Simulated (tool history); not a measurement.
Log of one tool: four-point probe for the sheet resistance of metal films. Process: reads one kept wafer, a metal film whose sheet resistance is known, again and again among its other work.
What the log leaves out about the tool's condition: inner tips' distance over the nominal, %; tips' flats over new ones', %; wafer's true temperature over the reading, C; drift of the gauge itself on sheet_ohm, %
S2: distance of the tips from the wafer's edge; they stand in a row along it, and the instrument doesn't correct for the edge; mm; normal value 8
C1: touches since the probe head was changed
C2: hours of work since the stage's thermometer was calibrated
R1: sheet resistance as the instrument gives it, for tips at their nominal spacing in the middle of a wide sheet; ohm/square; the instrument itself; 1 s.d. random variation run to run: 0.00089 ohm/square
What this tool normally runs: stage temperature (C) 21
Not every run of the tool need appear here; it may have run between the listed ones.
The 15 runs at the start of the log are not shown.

Run 16, day 35.133: usual settings but S2 27 mm; C1 35915; C2 58. Result: R1 4.372157 ohm/square.
Run 17, day 37.792: usual settings but S2 16 mm; C1 36778; C2 96. Result: R1 4.381489 ohm/square.
Run 18, day 41.304: usual settings but stage temperature (C) 23; C1 37917; C2 145. Result: R1 4.418911 ohm/square.
Run 19, day 44.583: usual settings but stage temperature (C) 23; C1 38981; C2 192. Result: R1 4.418609 ohm/square.
Run 20, day 46.392: usual settings but stage temperature (C) 33; C1 39569; C2 218. Result: R1 4.395059 ohm/square.
Run 21, day 47.896: usual settings but stage temperature (C) 23, S2 24 mm; C1 40057; C2 239. Result: R1 4.365374 ohm/square.
Run 22, day 50.096: usual settings but stage temperature (C) 35, S2 12 mm; C1 40771; C2 270. Result: R1 4.357064 ohm/square.
Run 23, day 52.1: usual settings but S2 50 mm; C1 41421; C2 298. Result: R1 4.366459 ohm/square.
Run 24, day 54.625: usual settings but stage temperature (C) 30, S2 7 mm; C1 42241; C2 334. Result: R1 4.418818 ohm/square.
Run 25, day 57.138: usual settings but stage temperature (C) 30, S2 7 mm; C1 43056; C2 370. Result: R1 4.417876 ohm/square.
Run 26, day 59.204: usual settings but stage temperature (C) 18, S2 16 mm; C1 43727; C2 399. Result: R1 4.388401 ohm/square.
Run 27, day 61.646: usual settings but stage temperature (C) 29, S2 4 mm; C1 44519; C2 433. Result: R1 4.567039 ohm/square.
Run 28, day 64.175: usual settings but stage temperature (C) 20, S2 19 mm; C1 45339; C2 469. Result: R1 4.378065 ohm/square.
Run 29, day 65.95: usual settings but stage temperature (C) 20, S2 19 mm; C1 45916; C2 494. Result: R1 4.37756 ohm/square.
Run 30, day 69.171: usual settings but stage temperature (C) 28, S2 10 mm; C1 46962; C2 540. Result: R1 4.384029 ohm/square.
Run 31, day 72.6: usual settings but stage temperature (C) 19; C1 48074; C2 588. Result: R1 4.428521 ohm/square.
Run 32, day 74.346: usual settings but stage temperature (C) 31, S2 46 mm; C1 48641; C2 613. Result: R1 4.340449 ohm/square.

What if the next run were any one of these 4? Each begins from the tool's condition after run 32:
Run A, day 77.45: usual settings but S2 28 mm; C1 49649; C2 657. Result: R1 ?.
Run B, day 77.45: usual settings but stage temperature (C) 22, S2 18 mm; C1 49649; C2 657. Result: R1 ?.
Run C, day 77.45: usual settings but stage temperature (C) 22; C1 49649; C2 657. Result: R1 ?.
Run D, day 77.45: usual settings but stage temperature (C) 31, S2 37 mm; C1 49649; C2 657. Result: R1 ?.

run        R1
  A  4.368623
  B  4.373175
  C  4.419963
  D  4.341787
Take away the tool's hidden state, keep each run's random variation, and the runs would have read:
run        R1
  A  4.375037
  B  4.379597
  C  4.426447
  D  4.348184
